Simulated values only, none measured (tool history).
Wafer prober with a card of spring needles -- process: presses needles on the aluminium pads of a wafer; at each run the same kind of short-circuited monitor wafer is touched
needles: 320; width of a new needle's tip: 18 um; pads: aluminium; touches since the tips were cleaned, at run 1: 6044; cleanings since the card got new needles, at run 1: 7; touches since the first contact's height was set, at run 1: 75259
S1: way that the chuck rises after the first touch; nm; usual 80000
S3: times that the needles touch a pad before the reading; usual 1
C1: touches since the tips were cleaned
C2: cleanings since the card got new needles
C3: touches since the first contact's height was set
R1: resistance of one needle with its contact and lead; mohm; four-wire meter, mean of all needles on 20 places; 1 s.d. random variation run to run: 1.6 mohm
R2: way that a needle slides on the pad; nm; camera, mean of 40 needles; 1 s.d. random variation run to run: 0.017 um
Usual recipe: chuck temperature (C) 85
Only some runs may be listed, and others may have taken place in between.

{"run": 1, "hour": 0.0, "S1": 80000, "chuck temperature (C)": 85, "S3": 1, "C1": 6044, "C2": 7, "C3": 75259, "R1": 192, "R2": 15410}
{"hour": 5.7, "done": "tips cleaned on abrasive film"}
{"hour": 17.0, "done": "tips cleaned on abrasive film"}
{"hour": 31.0, "done": "tips cleaned on abrasive film"}
{"hour": 42.3, "done": "tips cleaned on abrasive film"}
{"run": 2, "hour": 47.0, "S1": 80000, "chuck temperature (C)": 85, "S3": 1, "C1": 3462, "C2": 11, "C3": 109730, "R1": 187, "R2": 15290}
{"hour": 55.5, "done": "tips cleaned on abrasive film"}
{"hour": 69.5, "done": "tips cleaned on abrasive film"}
{"hour": 82.2, "done": "tips cleaned on abrasive film"}
{"run": 3, "hour": 82.2, "S1": 80000, "chuck temperature (C)": 85, "S3": 1, "C1": 0, "C2": 14, "C3": 135527, "R1": 166, "R2": 15230}
{"hour": 93.4, "done": "tips cleaned on abrasive film"}
{"hour": 107.5, "done": "tips cleaned on abrasive film"}
{"hour": 107.8, "done": "height of the first contact set anew"}
{"hour": 119.1, "done": "tips cleaned on abrasive film"}
{"hour": 133.1, "done": "tips cleaned on abrasive film"}
{"run": 4, "hour": 138.0, "S1": 79000, "chuck temperature (C)": 85, "S3": 1, "C1": 3579, "C2": 18, "C3": 22185, "R1": 189, "R2": 15320}
{"hour": 146.5, "done": "tips cleaned on abrasive film"}
{"hour": 160.5, "done": "tips cleaned on abrasive film"}
{"hour": 174.6, "done": "tips cleaned on abrasive film"}
{"hour": 188.7, "done": "tips cleaned on abrasive film"}
{"hour": 202.7, "done": "tips cleaned on abrasive film"}
{"hour": 214.3, "done": "tips cleaned on abrasive film"}
{"run": 5, "hour": 214.3, "S1": 79000, "chuck temperature (C)": 85, "S3": 1, "C1": 0, "C2": 24, "C3": 78187, "R1": 169, "R2": 15180}
{"hour": 228.3, "done": "tips cleaned on abrasive film"}
{"hour": 242.4, "done": "tips cleaned on abrasive film"}
{"hour": 256.5, "done": "tips cleaned on abrasive film"}
{"run": 6, "hour": 261.1, "S1": 70000, "chuck temperature (C)": 85, "S3": 1, "C1": 3409, "C2": 27, "C3": 112598, "R1": 202, "R2": 13360}
{"hour": 269.6, "done": "tips cleaned on abrasive film"}
{"hour": 283.6, "done": "tips cleaned on abrasive film"}
{"hour": 297.7, "done": "tips cleaned on abrasive film"}
{"hour": 311.8, "done": "tips cleaned on abrasive film"}
{"hour": 317.5, "done": "tips cleaned on abrasive film, once more"}
{"hour": 317.8, "done": "height of the first contact set anew"}
{"hour": 331.8, "done": "tips cleaned on abrasive film"}
{"run": 7, "hour": 335.5, "S1": 80000, "chuck temperature (C)": 85, "S3": 1, "C1": 2740, "C2": 33, "C3": 13076, "R1": 182, "R2": 15520}
{"hour": 344.0, "done": "tips cleaned on abrasive film"}
{"hour": 358.1, "done": "tips cleaned on abrasive film"}
{"hour": 372.1, "done": "tips cleaned on abrasive film"}
{"hour": 383.4, "done": "tips cleaned on abrasive film"}
{"hour": 397.5, "done": "tips cleaned on abrasive film"}
{"run": 8, "hour": 407.2, "S1": 80000, "chuck temperature (C)": 116, "S3": 1, "C1": 7183, "C2": 38, "C3": 65739, "R1": 201, "R2": 15430}
{"hour": 410.1, "done": "tips cleaned on abrasive film"}
{"hour": 424.2, "done": "tips cleaned on abrasive film"}
{"hour": 438.2, "done": "tips cleaned on abrasive film"}
{"hour": 452.3, "done": "tips cleaned on abrasive film"}
{"hour": 463.8, "done": "tips cleaned on abrasive film"}
{"run": 9, "hour": 463.8, "S1": 80000, "chuck temperature (C)": 56, "S3": 1, "C1": 0, "C2": 43, "C3": 107232, "R1": 160, "R2": 15280}
{"hour": 477.8, "done": "tips cleaned on abrasive film"}
{"hour": 491.9, "done": "tips cleaned on abrasive film"}
{"hour": 506.0, "done": "tips cleaned on abrasive film"}
{"hour": 520.1, "done": "tips cleaned on abrasive film"}
{"run": 10, "hour": 525.0, "S1": 80000, "chuck temperature (C)": 56, "S3": 1, "C1": 3687, "C2": 47, "C3": 152260, "R1": 186, "R2": 15280}
{"hour": 528.1, "done": "height of the first contact set anew"}
{"hour": 533.8, "done": "tips cleaned on abrasive film"}
{"hour": 547.9, "done": "tips cleaned on abrasive film"}
{"hour": 559.2, "done": "tips cleaned on abrasive film"}
{"hour": 573.2, "done": "tips cleaned on abrasive film"}
{"hour": 584.5, "done": "tips cleaned on abrasive film"}
{"hour": 596.3, "done": "tips cleaned on abrasive film"}
{"run": 11, "hour": 596.3, "S1": 80000, "chuck temperature (C)": 93, "S3": 1, "C1": 0, "C2": 53, "C3": 50016, "R1": 172, "R2": 15410}
{"hour": 607.6, "done": "tips cleaned on abrasive film"}
{"hour": 621.7, "done": "tips cleaned on abrasive film"}
{"hour": 633.0, "done": "tips cleaned on abrasive film"}
{"hour": 647.0, "done": "tips cleaned on abrasive film"}
{"hour": 660.6, "done": "tips cleaned on abrasive film"}
{"run": 12, "hour": 660.6, "S1": 80000, "chuck temperature (C)": 85, "S3": 3, "C1": 0, "C2": 58, "C3": 97226, "R1": 166, "R2": 15310}
{"hour": 674.7, "done": "tips cleaned on abrasive film"}
{"hour": 688.8, "done": "tips cleaned on abrasive film"}
{"run": 13, "hour": 698.8, "S1": 85000, "chuck temperature (C)": 32, "S3": 1, "C1": 7447, "C2": 60, "C3": 125345, "R1": 191, "R2": 16240}
{"hour": 701.7, "done": "tips cleaned on abrasive film"}
{"hour": 715.8, "done": "tips cleaned on abrasive film"}
{"hour": 729.9, "done": "tips cleaned on abrasive film"}
{"hour": 738.6, "done": "height of the first contact set anew"}
{"hour": 744.2, "done": "tips cleaned on abrasive film"}
{"hour": 758.3, "done": "tips cleaned on abrasive film"}
{"hour": 769.7, "done": "tips cleaned on abrasive film"}
{"run": 14, "hour": 769.7, "S1": 78000, "chuck temperature (C)": 77, "S3": 2, "C1": 0, "C2": 66, "C3": 22842, "R1": 163, "R2": 15080}
{"hour": 783.8, "done": "tips cleaned on abrasive film"}
{"hour": 795.1, "done": "tips cleaned on abrasive film"}
{"hour": 809.1, "done": "tips cleaned on abrasive film"}
{"hour": 823.2, "done": "tips cleaned on abrasive film"}
{"hour": 837.3, "done": "tips cleaned on abrasive film"}
{"run": 15, "hour": 838.5, "S1": 78000, "chuck temperature (C)": 29, "S3": 2, "C1": 926, "C2": 71, "C3": 73378, "R1": 163, "R2": 14990}
{"hour": 849.8, "done": "tips cleaned on abrasive film"}
{"hour": 863.9, "done": "tips cleaned on abrasive film"}
{"hour": 877.9, "done": "tips cleaned on abrasive film"}
{"run": 16, "hour": 888.7, "S1": 78000, "chuck temperature (C)": 29, "S3": 2, "C1": 7931, "C2": 74, "C3": 110252, "R1": 174, "R2": 14940}
{"hour": 891.6, "done": "tips cleaned on abrasive film"}
{"hour": 905.6, "done": "tips cleaned on abrasive film"}
{"hour": 916.9, "done": "tips cleaned on abrasive film"}
{"hour": 931.0, "done": "tips cleaned on abrasive film"}
{"hour": 945.0, "done": "tips cleaned on abrasive film"}
{"hour": 948.1, "done": "height of the first contact set anew"}
{"hour": 959.4, "done": "tips cleaned on abrasive film"}
{"run": 17, "hour": 966.4, "S1": 80000, "chuck temperature (C)": 29, "S3": 2, "C1": 5201, "C2": 80, "C3": 13470, "R1": 172, "R2": 15510}
{"hour": 972.1, "done": "tips cleaned on abrasive film"}
{"hour": 986.2, "done": "tips cleaned on abrasive film"}
{"hour": 997.5, "done": "tips cleaned on abrasive film"}
{"hour": 1011.5, "done": "tips cleaned on abrasive film"}
{"run": 18, "hour": 1022.0, "S1": 80000, "chuck temperature (C)": 29, "S3": 2, "C1": 7713, "C2": 84, "C3": 54260, "R1": 178, "R2": 15440}
{"hour": 1024.9, "done": "tips cleaned on abrasive film"}
{"hour": 1038.9, "done": "tips cleaned on abrasive film"}
{"hour": 1053.0, "done": "tips cleaned on abrasive film"}
{"hour": 1064.3, "done": "tips cleaned on abrasive film"}
{"hour": 1078.3, "done": "tips cleaned on abrasive film"}
{"hour": 1089.6, "done": "tips cleaned on abrasive film"}
{"run": 19, "hour": 1093.4, "S1": 80000, "chuck temperature (C)": 29, "S3": 2, "C1": 2824, "C2": 90, "C3": 106698, "R1": 170, "R2": 15310}
{"hour": 1101.9, "done": "tips cleaned on abrasive film"}
{"hour": 1116.0, "done": "tips cleaned on abrasive film"}
{"hour": 1130.1, "done": "tips cleaned on abrasive film"}
{"hour": 1144.1, "done": "tips cleaned on abrasive film"}
{"hour": 1158.2, "done": "tips cleaned on abrasive film"}
{"hour": 1158.5, "done": "height of the first contact set anew"}
{"run": 20, "hour": 1166.5, "S1": 80000, "chuck temperature (C)": 29, "S3": 2, "C1": 5926, "C2": 95, "C3": 5926, "R1": 175, "R2": 15520}
{"hour": 1172.2, "done": "tips cleaned on abrasive film"}
{"hour": 1186.3, "done": "tips cleaned on abrasive film"}
{"hour": 1200.3, "done": "tips cleaned on abrasive film"}
{"run": 21, "hour": 1202.7, "S1": 80000, "chuck temperature (C)": 29, "S3": 2, "C1": 1723, "C2": 98, "C3": 32457, "R1": 161, "R2": 15490}
{"hour": 1213.9, "done": "tips cleaned on abrasive film"}
{"hour": 1228.0, "done": "tips cleaned on abrasive film"}
{"hour": 1242.1, "done": "tips cleaned on abrasive film"}
{"hour": 1256.2, "done": "tips cleaned on abrasive film"}
{"run": 22, "hour": 1260.1, "S1": 80000, "chuck temperature (C)": 29, "S3": 2, "C1": 2958, "C2": 102, "C3": 74693, "R1": 173, "R2": 15380}
{"hour": 1268.6, "done": "tips cleaned on abrasive film"}
{"hour": 1282.7, "done": "tips cleaned on abrasive film"}
{"hour": 1296.8, "done": "tips cleaned on abrasive film"}
{"hour": 1310.8, "done": "tips cleaned on abrasive film"}
{"run": 23, "hour": 1315.8, "S1": 71000, "chuck temperature (C)": 85, "S3": 3, "C1": 3633, "C2": 106, "C3": 115538, "R1": 180, "R2": 13550}
{"hour": 1324.2, "done": "tips cleaned on abrasive film"}
{"hour": 1338.3, "done": "tips cleaned on abrasive film"}
{"hour": 1352.4, "done": "tips cleaned on abrasive film"}
{"hour": 1366.4, "done": "tips cleaned on abrasive film"}
{"hour": 1369.5, "done": "height of the first contact set anew"}
{"run": 24, "hour": 1375.5, "S1": 71000, "chuck temperature (C)": 85, "S3": 3, "C1": 6480, "C2": 110, "C3": 4414, "R1": 182, "R2": 13790}

Measured minus without-hidden-state, run by run (identical run-to-run variation in each term; gauge scatter may differ):
Hidden conditions of the tool in this case: debris on the tips, nm; way that the needles fall short of the set height, um; tips' diameter, um; drift of the gauge itself on contact_mohm, %; drift of the gauge itself on scrub_um, %.
run=1 R1=+31 R2=-130
run=2 R1=+23 R2=-250
run=3 R1=+4 R2=-290
run=4 R1=+26 R2=-30
run=5 R1=+3 R2=-140
run=6 R1=+35 R2=-200
run=7 R1=+21 R2=-20
run=8 R1=+33 R2=-110
run=9 R1=+4 R2=-220
run=10 R1=+29 R2=-280
run=11 R1=+5 R2=-120
run=12 R1=+3 R2=-220
run=13 R1=+37 R2=-250
run=14 R1=+4 R2=-70
run=15 R1=+10 R2=-160
run=16 R1=+26 R2=-200
run=17 R1=+22 R2=-30
run=18 R1=+26 R2=-110
run=19 R1=+17 R2=-210
run=20 R1=+24 R2=+0
run=21 R1=+12 R2=-50
run=22 R1=+20 R2=-130
run=23 R1=+17 R2=-210
run=24 R1=+18 R2=+0

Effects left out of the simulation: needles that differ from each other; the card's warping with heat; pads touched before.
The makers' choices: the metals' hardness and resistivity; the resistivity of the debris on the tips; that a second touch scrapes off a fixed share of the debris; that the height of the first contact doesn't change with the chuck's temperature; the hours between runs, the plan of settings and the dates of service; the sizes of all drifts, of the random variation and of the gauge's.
